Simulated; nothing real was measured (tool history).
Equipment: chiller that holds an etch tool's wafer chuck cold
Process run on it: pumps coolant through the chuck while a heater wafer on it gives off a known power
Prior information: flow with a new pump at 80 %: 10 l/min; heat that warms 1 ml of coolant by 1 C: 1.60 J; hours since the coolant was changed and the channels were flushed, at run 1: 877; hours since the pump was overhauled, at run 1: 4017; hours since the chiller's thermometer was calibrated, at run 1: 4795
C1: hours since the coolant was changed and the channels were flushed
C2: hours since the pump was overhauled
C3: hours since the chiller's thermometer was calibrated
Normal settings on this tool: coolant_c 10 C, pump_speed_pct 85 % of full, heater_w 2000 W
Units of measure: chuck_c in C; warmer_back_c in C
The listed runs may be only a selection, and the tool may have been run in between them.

Run 1, day 0.000: usual settings; C1 877; C2 4017; C3 4795. Result: chuck_c 28.1 C, warmer_back_c 7.37 C.
Run 2, day 4.775: usual settings; C1 992; C2 4131; C3 4909. Result: chuck_c 28.4 C, warmer_back_c 7.38 C.
Run 3, day 9.254: usual settings; C1 1099; C2 4239; C3 5017. Result: chuck_c 28.4 C, warmer_back_c 7.40 C.
Run 4, day 13.479: usual settings; C1 1201; C2 4340; C3 5118. Result: chuck_c 28.1 C, warmer_back_c 7.38 C.
Run 5, day 17.758: usual settings; C1 1303; C2 4443; C3 5221. Result: chuck_c 28.4 C, warmer_back_c 7.42 C.
Run 6, day 20.317: usual settings; C1 1365; C2 4504; C3 5282. Result: chuck_c 28.4 C, warmer_back_c 7.42 C.
Run 7, day 24.433: usual settings; C1 1464; C2 4603; C3 5381. Result: chuck_c 28.4 C, warmer_back_c 7.38 C.
Run 8, day 27.304: usual settings; C1 1533; C2 4672; C3 5450. Result: chuck_c 28.7 C, warmer_back_c 7.44 C.
Run 9, day 29.496: usual settings but coolant_c 8 C; C1 1585; C2 4725; C3 5503. Result: chuck_c 26.7 C, warmer_back_c 7.38 C.
Run 10, day 32.712: usual settings but heater_w 1049 W; C1 1662; C2 4802; C3 5580. Result: chuck_c 19.4 C, warmer_back_c 3.90 C.
Run 11, day 37.346: usual settings but heater_w 1049 W; C1 1774; C2 4913; C3 5691. Result: chuck_c 19.3 C, warmer_back_c 3.96 C.
Run 12, day 40.638: usual settings but heater_w 1049 W; C1 1853; C2 4992; C3 5770. Result: chuck_c 19.5 C, warmer_back_c 3.95 C.
At day 41.683: chiller's thermometer calibrated.
Run 13, day 43.200: usual settings but heater_w 1049 W; C1 1913; C2 5053; C3 36. Result: chuck_c 18.8 C, warmer_back_c 3.93 C.
Run 14, day 45.925: usual settings but heater_w 1049 W; C1 1978; C2 5118; C3 102. Result: chuck_c 19.1 C, warmer_back_c 3.91 C.
Run 15, day 50.696: usual settings; C1 2093; C2 5232; C3 216. Result: chuck_c 28.2 C, warmer_back_c 7.46 C.
Run 16, day 53.308: usual settings; C1 2156; C2 5295; C3 279. Result: chuck_c 28.2 C, warmer_back_c 7.48 C.
Run 17, day 56.850: usual settings but pump_speed_pct 72 % of full; C1 2241; C2 5380; C3 364. Result: chuck_c 30.6 C, warmer_back_c 8.76 C.
Run 18, day 61.350: usual settings but pump_speed_pct 72 % of full; C1 2349; C2 5488; C3 472. Result: chuck_c 30.4 C, warmer_back_c 8.80 C.
Run 19, day 64.762: usual settings but coolant_c 17 C, pump_speed_pct 70 % of full, heater_w 2172 W; C1 2430; C2 5570; C3 554. Result: chuck_c 40.0 C, warmer_back_c 9.79 C.
At day 66.125: chiller's thermometer calibrated, once more.
Run 20, day 69.004: usual settings but coolant_c 17 C, pump_speed_pct 70 % of full, heater_w 2172 W; C1 2531; C2 5671; C3 69. Result: chuck_c 41.3 C, warmer_back_c 9.84 C.
Run 21, day 72.008: usual settings but coolant_c 8 C, pump_speed_pct 61 % of full, heater_w 1004 W; C1 2603; C2 5743; C3 141. Result: chuck_c 20.2 C, warmer_back_c 5.18 C.
Run 22, day 76.267: usual settings but pump_speed_pct 94 % of full; C1 2706; C2 5845; C3 243. Result: chuck_c 28.7 C, warmer_back_c 6.77 C.
Run 23, day 80.525: usual settings but coolant_c 3 C; C1 2808; C2 5947; C3 346. Result: chuck_c 23.0 C, warmer_back_c 7.50 C.
Run 24, day 83.158: usual settings but coolant_c 1 C, heater_w 1353 W; C1 2871; C2 6011; C3 409. Result: chuck_c 14.3 C, warmer_back_c 5.08 C.
Run 25, day 85.583: usual settings but coolant_c 14 C, pump_speed_pct 96 % of full, heater_w 1102 W; C1 2929; C2 6069; C3 467. Result: chuck_c 24.3 C, warmer_back_c 3.66 C.
Run 26, day 87.800: usual settings but coolant_c 8 C, pump_speed_pct 96 % of full, heater_w 2942 W; C1 2982; C2 6122; C3 520. Result: chuck_c 35.6 C, warmer_back_c 9.84 C.
Run 27, day 92.046: usual settings but coolant_c 8 C, pump_speed_pct 96 % of full, heater_w 2942 W; C1 3084; C2 6224; C3 622. Result: chuck_c 35.5 C, warmer_back_c 9.88 C.
Run 28, day 95.738: usual settings but coolant_c 9 C, pump_speed_pct 82 % of full, heater_w 1726 W; C1 3173; C2 6312; C3 711. Result: chuck_c 26.7 C, warmer_back_c 6.73 C.
Run 29, day 100.338: usual settings but pump_speed_pct 99 % of full, heater_w 2067 W; C1 3283; C2 6423; C3 821. Result: chuck_c 29.0 C, warmer_back_c 6.72 C.
Run 30, day 103.608: usual settings but coolant_c 6 C, pump_speed_pct 86 % of full, heater_w 1255 W; C1 3362; C2 6501; C3 900. Result: chuck_c 18.4 C, warmer_back_c 4.73 C.
At day 105.117: coolant pump overhauled.
Run 31, day 106.638: usual settings but coolant_c 6 C, pump_speed_pct 86 % of full, heater_w 1255 W; C1 3430; C2 37; C3 967. Result: chuck_c 18.1 C, warmer_back_c 4.44 C.

Measured minus without-hidden-state, run by run (identical run-to-run variation in each term; gauge scatter may differ):
What the log doesn't record here: heat passed by the chuck's channels, % of clean ones'; flow at a given pump speed, % of a new pump's; coolant's true temperature over the reading, C; drift of the gauge itself on chuck_c, C; drift of the gauge itself on warmer_back_c, C.
run  chuck_c  warmer_back_c
  1     +0.3          +0.30
  2     +0.4          +0.32
  3     +0.4          +0.33
  4     +0.5          +0.33
  5     +0.4          +0.34
  6     +0.5          +0.34
  7     +0.6          +0.34
  8     +0.6          +0.36
  9     +0.6          +0.35
 10     +0.0          +0.19
 11     +0.0          +0.20
 12     +0.1          +0.20
 13     -0.4          +0.20
 14     -0.4          +0.20
 15     +0.4          +0.39
 16     +0.4          +0.40
 17     +0.6          +0.47
 18     +0.7          +0.48
 19     +1.0          +0.54
 20     +2.3          +0.56
 21     +1.2          +0.30
 22     +1.9          +0.40
 23     +2.0          +0.45
 24     +1.4          +0.31
 25     +1.1          +0.22
 26     +3.0          +0.60
 27     +3.0          +0.62
 28     +2.0          +0.42
 29     +2.2          +0.43
 30     +1.4          +0.31
 31     +0.9          +0.02
